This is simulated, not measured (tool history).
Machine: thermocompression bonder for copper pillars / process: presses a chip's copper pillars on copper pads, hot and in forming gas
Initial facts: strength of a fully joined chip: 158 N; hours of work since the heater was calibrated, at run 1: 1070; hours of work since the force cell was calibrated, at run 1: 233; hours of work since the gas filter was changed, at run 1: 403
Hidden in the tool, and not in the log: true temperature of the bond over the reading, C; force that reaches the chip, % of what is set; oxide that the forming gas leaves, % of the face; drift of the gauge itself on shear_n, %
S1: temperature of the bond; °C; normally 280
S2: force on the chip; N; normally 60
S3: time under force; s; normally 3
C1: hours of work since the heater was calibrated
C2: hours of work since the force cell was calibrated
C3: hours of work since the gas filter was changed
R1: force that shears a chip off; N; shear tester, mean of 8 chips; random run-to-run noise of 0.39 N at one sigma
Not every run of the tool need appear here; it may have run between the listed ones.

run	hour	S1	S2	S3	C1	C2	C3	R1
1	0	280	60	3	1070	233	403	87.5
2	22.3	280	60	3	1085	248	418	87.2
3	44.6	280	60	3	1100	263	433	86.9
4	62.5	280	60	3	1112	275	445	87.5
5	75.5	280	60	3	1121	284	454	86.9
# hour 81.9: forming gas filter changed
6	101.9	280	60	3	1139	302	14	92.7
7	118.6	280	60	3	1150	313	25	92.2
8	141.5	263	86	2	1166	329	41	85.2
9	167.4	280	42	5	1184	347	58	84.7
10	179.9	288	74	3	1192	355	67	113.9
11	197.4	302	44	3	1204	367	79	94.9

For run 12, what comes out?
# hour 201.5: heater calibrated with a thermocouple chip
12	219.7	281	60	5	12	381	93	?

Run 12 gave R1 104.1 N.
Minus the tool's unlogged condition, the same run would have read R1 104.4 N.

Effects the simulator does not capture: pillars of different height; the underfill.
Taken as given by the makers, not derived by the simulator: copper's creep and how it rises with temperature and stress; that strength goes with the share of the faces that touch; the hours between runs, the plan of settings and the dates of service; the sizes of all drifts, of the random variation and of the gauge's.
